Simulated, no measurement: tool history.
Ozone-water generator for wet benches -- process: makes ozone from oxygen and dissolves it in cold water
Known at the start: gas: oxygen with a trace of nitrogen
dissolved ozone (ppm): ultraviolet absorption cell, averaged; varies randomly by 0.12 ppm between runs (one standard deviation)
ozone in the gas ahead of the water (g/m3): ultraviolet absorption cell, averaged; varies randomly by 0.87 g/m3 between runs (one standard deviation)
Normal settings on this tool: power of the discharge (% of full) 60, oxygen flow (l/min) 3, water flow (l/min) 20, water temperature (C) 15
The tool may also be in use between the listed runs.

| run | hour | power of the discharge (% of full) | oxygen flow (l/min) | water flow (l/min) | water temperature (C) | dissolved ozone (ppm) | ozone in the gas ahead of the water (g/m3) |
|---|---|---|---|---|---|---|---|
| 1 | 0 | 60 | 3 | 20 | 15 | 9.5 | 139.2 |
| 2 | 30.5 | 60 | 3 | 20 | 15 | 9.1 | 141 |
| 3 | 49.7 | 60 | 3 | 20 | 15 | 9.1 | 138.8 |
| 4 | 67.9 | 60 | 3 | 20 | 15 | 9.5 | 140.9 |
| 5 | 94.7 | 98 | 3 | 20 | 15 | 13.5 | 202.2 |
| 6 | 121.2 | 67 | 3 | 20 | 15 | 10 | 151.4 |
| 7 | 155.5 | 67 | 3 | 20 | 15 | 10.2 | 151.1 |
| 8 | 188 | 67 | 3 | 20 | 15 | 10.1 | 149.8 |
| 9 | 226.1 | 60 | 1.59 | 20 | 15 | 8.3 | 198.4 |
| 10 | 250 | 60 | 3 | 20 | 15 | 9.3 | 139.2 |
| 11 | 268 | 60 | 3 | 20 | 15 | 9.5 | 140.7 |
| 12 | 305.3 | 79 | 3 | 20 | 15 | 11.4 | 168.7 |
| 13 | 323.9 | 79 | 3 | 20 | 15 | 11.3 | 169.3 |
| 14 | 349.6 | 60 | 5.3 | 30 | 12 | 7 | 102.8 |
| 15 | 385.9 | 60 | 5.3 | 30 | 12 | 7.1 | 102 |
| 16 | 410.4 | 60 | 2.61 | 20 | 14 | 9.1 | 150.6 |
| 17 | 444.3 | 60 | 2.71 | 12 | 15 | 14.7 | 147.4 |
| 18 | 486.8 | 60 | 4.4 | 20 | 18 | 9.3 | 113.4 |
| 19 | 514.5 | 57 | 2.24 | 28 | 12 | 5.9 | 156.7 |
| 20 | 542.7 | 60 | 1.51 | 20 | 23 | 7.7 | 203 |
| 21 | 584.8 | 60 | 1.51 | 20 | 23 | 7.5 | 201.9 |
| 22 | 603.5 | 60 | 1.51 | 20 | 23 | 7.6 | 200.6 |
| 23 | 641.7 | 60 | 1.51 | 20 | 23 | 7.6 | 200.9 |
| 24 | 672.1 | 68 | 1.56 | 24 | 8 | 7.3 | 216.6 |

The same runs without the tool's hidden state, with the same run-to-run variation:
The hidden state here: yield of the discharge, % of new electrodes'; contactor's efficiency, % of a clean one's; true water temperature over the reading, C; drift of the gauge itself on ozone_ppm, %; drift of the gauge itself on gas_g_m3, %.
| run | ozone in the gas ahead of the water (g/m3) |
|---|---|
| 1 | 141.6 |
| 2 | 143.4 |
| 3 | 141.2 |
| 4 | 143.4 |
| 5 | 207.4 |
| 6 | 154.5 |
| 7 | 154.2 |
| 8 | 152.9 |
| 9 | 202.3 |
| 10 | 141.9 |
| 11 | 143.5 |
| 12 | 172.9 |
| 13 | 173.6 |
| 14 | 104.9 |
| 15 | 104.1 |
| 16 | 153.8 |
| 17 | 150.6 |
| 18 | 115.9 |
| 19 | 160 |
| 20 | 207.5 |
| 21 | 206.5 |
| 22 | 205.2 |
| 23 | 205.6 |
| 24 | 222.1 |
dissolved ozone (ppm) without the hidden state stays within 0.3 of what was measured, in all runs.
